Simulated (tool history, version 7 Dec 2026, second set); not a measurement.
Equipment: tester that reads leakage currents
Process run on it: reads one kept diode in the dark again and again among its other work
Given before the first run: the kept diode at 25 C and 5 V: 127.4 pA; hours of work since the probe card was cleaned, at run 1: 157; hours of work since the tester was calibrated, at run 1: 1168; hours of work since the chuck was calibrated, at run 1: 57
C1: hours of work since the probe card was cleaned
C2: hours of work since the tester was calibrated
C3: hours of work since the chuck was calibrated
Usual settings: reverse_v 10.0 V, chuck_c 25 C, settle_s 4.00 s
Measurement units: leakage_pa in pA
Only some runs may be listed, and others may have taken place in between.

Run 1, hour 0.0: usual settings; C1 157; C2 1168; C3 57. Result: leakage_pa 172.09 pA.
Run 2, hour 77.9: usual settings; C1 209; C2 1220; C3 109. Result: leakage_pa 174.97 pA.
Run 3, hour 164.7: usual settings; C1 266; C2 1278; C3 167. Result: leakage_pa 177.21 pA.
Run 4, hour 325.2: usual settings but chuck_c 34 C; C1 373; C2 1385; C3 274. Result: leakage_pa 359.32 pA.
Run 5, hour 453.9: usual settings but chuck_c 34 C; C1 459; C2 1471; C3 360. Result: leakage_pa 366.52 pA.
Run 6, hour 611.3: usual settings but chuck_c 34 C; C1 564; C2 1576; C3 465. Result: leakage_pa 375.22 pA.
Run 7, hour 697.4: usual settings but chuck_c 23 C, settle_s 0.33 s; C1 622; C2 1633; C3 522. Result: leakage_pa 176.74 pA.
Run 8, hour 875.7: usual settings but chuck_c 23 C, settle_s 0.33 s; C1 741; C2 1752; C3 641. Result: leakage_pa 183.44 pA.
Run 9, hour 1009.3: usual settings but chuck_c 23 C, settle_s 0.33 s; C1 830; C2 1842; C3 730. Result: leakage_pa 185.96 pA.
Run 10, hour 1154.0: usual settings but chuck_c 23 C, settle_s 0.44 s; C1 926; C2 1938; C3 827. Result: leakage_pa 188.90 pA.

4 options for the next run, each taken on its own from the tool as it stands now. Forecast them:
Run A, hour 1244.2: usual settings but reverse_v 17.3 V, chuck_c 41 C, settle_s 2.76 s; C1 986; C2 1998; C3 887. Result: leakage_pa ?.
Run B, hour 1244.2: usual settings but chuck_c 21 C; C1 986; C2 1998; C3 887. Result: leakage_pa ?.
Run C, hour 1244.2: usual settings but reverse_v 14.3 V, chuck_c 29 C, settle_s 0.30 s; C1 986; C2 1998; C3 887. Result: leakage_pa ?.
Run D, hour 1244.2: usual settings but chuck_c 57 C; C1 986; C2 1998; C3 887. Result: leakage_pa ?.

run  leakage_pa
  A      840.57
  B      160.86
  C      347.14
  D     1979.82
Take away the tool's hidden state, keep each run's random variation, and the runs would have read:
run  leakage_pa
  A      698.92
  B      120.60
  C      276.02
  D     1719.43

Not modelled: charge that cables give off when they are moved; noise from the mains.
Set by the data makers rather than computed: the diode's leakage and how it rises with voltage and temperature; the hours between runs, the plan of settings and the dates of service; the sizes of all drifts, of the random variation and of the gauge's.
